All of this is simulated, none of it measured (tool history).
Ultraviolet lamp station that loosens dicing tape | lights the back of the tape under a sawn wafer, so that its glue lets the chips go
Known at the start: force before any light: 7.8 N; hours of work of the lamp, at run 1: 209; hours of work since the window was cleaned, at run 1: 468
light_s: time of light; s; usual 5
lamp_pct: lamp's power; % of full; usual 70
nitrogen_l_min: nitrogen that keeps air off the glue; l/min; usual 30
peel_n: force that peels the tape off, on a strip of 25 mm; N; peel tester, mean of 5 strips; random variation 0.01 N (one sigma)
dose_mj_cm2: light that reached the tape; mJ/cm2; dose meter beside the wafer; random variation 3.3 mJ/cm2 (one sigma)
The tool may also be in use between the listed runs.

run   hour  light_s  lamp_pct  nitrogen_l_min  hours of work of the lamp  hours of work since the window was cleaned  peel_n  dose_mj_cm2
  1    0.0        5        70              30                        209                                         468   0.599          462
  2   22.3        5        85              30                        218                                         477   0.387          554
  3   42.4        5        85              30                        227                                         485   0.393          556
  4   59.1        5        85              30                        233                                         492   0.398          547
  5   78.4        5        70              30                        241                                         500   0.572          455
  6  100.6        5        70              30                        250                                         509   0.583          454
  7  128.9        5        70              20                        262                                         521   0.711          453
  8  144.8        5        70              30                        269                                         527   0.598          448
  9  158.9        9        76              39                        274                                         533   0.192          877
 10  189.1        4        99              30                        287                                         546   0.476          506
 11  201.8        4        70              14                        292                                         551   1.387          354
 12  221.2        3        62              20                        300                                         559   2.072          235
 13  250.7        4        91              30                        312                                         571   0.585          462
 14  279.7        2        70              30                        324                                         583   2.639          179
 15  309.0        4        69              14                        336                                         595   1.414          347
 16  324.6        4        69              14                        342                                         601   1.435          350

4 ways to go on from here, each from the tool as it stands after run 16. What would each give?
  A  347.3        4        69              14                        352                                         611       ?            ?
  B  347.3        2        76              42                        352                                         611       ?            ?
  C  347.3        2        65              44                        352                                         611       ?            ?
  D  347.3        4        99              37                        352                                         611       ?            ?

run  peel_n  dose_mj_cm2
  A   1.448          345
  B   2.217          188
  C   2.690          159
  D   0.466          496
Without the tool's hidden state the same runs would have given:
run  peel_n  dose_mj_cm2
  A   1.085          410
  B   1.772          224
  C   2.210          189
  D   0.335          589

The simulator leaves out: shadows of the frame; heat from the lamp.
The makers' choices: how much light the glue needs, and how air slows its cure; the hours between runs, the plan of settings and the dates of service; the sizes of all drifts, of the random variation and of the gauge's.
